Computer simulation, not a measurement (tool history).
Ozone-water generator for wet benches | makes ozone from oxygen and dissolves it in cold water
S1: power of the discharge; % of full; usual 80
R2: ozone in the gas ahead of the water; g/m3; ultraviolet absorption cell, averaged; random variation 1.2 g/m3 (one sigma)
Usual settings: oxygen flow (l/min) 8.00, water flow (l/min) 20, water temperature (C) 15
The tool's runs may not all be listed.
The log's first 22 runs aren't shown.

Run 23, hour 1114.3: usual settings but oxygen flow (l/min) 11.10, water temperature (C) 12. Result: dissolved ozone (ppm) 30.5, R2 175.0 g/m3.
Run 24, hour 1188.4: usual settings but S1 82 % of full, water flow (l/min) 29, water temperature (C) 21. Result: dissolved ozone (ppm) 22.3, R2 212.6 g/m3.
Run 25, hour 1220.3: usual settings but S1 82 % of full, water flow (l/min) 29, water temperature (C) 21. Result: dissolved ozone (ppm) 21.6, R2 211.5 g/m3.
Run 26, hour 1252.6: usual settings but S1 82 % of full, water flow (l/min) 29, water temperature (C) 21. Result: dissolved ozone (ppm) 21.8, R2 211.2 g/m3.
Run 27, hour 1301.8: usual settings but S1 85 % of full. Result: dissolved ozone (ppm) 31.6, R2 216.6 g/m3.
Run 28, hour 1351.4: usual settings but S1 56 % of full, oxygen flow (l/min) 7.63, water flow (l/min) 19, water temperature (C) 17. Result: dissolved ozone (ppm) 23.6, R2 162.9 g/m3.
Run 29, hour 1424.8: usual settings but S1 65 % of full, oxygen flow (l/min) 11.39, water temperature (C) 22. Result: dissolved ozone (ppm) 21.5, R2 145.4 g/m3.
Run 30, hour 1494.8: usual settings but oxygen flow (l/min) 11.74, water temperature (C) 23. Result: dissolved ozone (ppm) 24.3, R2 167.0 g/m3.
Run 31, hour 1536.1: usual settings but oxygen flow (l/min) 11.74, water temperature (C) 23. Result: dissolved ozone (ppm) 24.4, R2 168.5 g/m3.
Run 32, hour 1569.6: usual settings but oxygen flow (l/min) 11.74, water temperature (C) 23. Result: dissolved ozone (ppm) 24.0, R2 165.1 g/m3.
Run 33, hour 1631.2: usual settings but S1 99 % of full, oxygen flow (l/min) 7.35, water flow (l/min) 22, water temperature (C) 23. Result: dissolved ozone (ppm) 29.3, R2 249.1 g/m3.

Forecast each of these 3 alternatives for the next run:
Run A, hour 1669.3: usual settings but S1 99 % of full, oxygen flow (l/min) 7.35, water flow (l/min) 22, water temperature (C) 10. Result: dissolved ozone (ppm) ?, R2 ?.
Run B, hour 1669.3: usual settings but S1 99 % of full, oxygen flow (l/min) 7.35, water flow (l/min) 14, water temperature (C) 23. Result: dissolved ozone (ppm) ?, R2 ?.
Run C, hour 1669.3: usual settings but S1 99 % of full, oxygen flow (l/min) 4.32, water flow (l/min) 22, water temperature (C) 23. Result: dissolved ozone (ppm) ?, R2 ?.

run  dissolved ozone (ppm)     R2
  A                   36.0  251.0
  B                   36.6  249.6
  C                   29.5  336.1
Without the tool's hidden state the same runs would have given:
run  dissolved ozone (ppm)     R2
  A                   36.0  255.2
  B                   36.6  253.8
  C                   29.6  341.6

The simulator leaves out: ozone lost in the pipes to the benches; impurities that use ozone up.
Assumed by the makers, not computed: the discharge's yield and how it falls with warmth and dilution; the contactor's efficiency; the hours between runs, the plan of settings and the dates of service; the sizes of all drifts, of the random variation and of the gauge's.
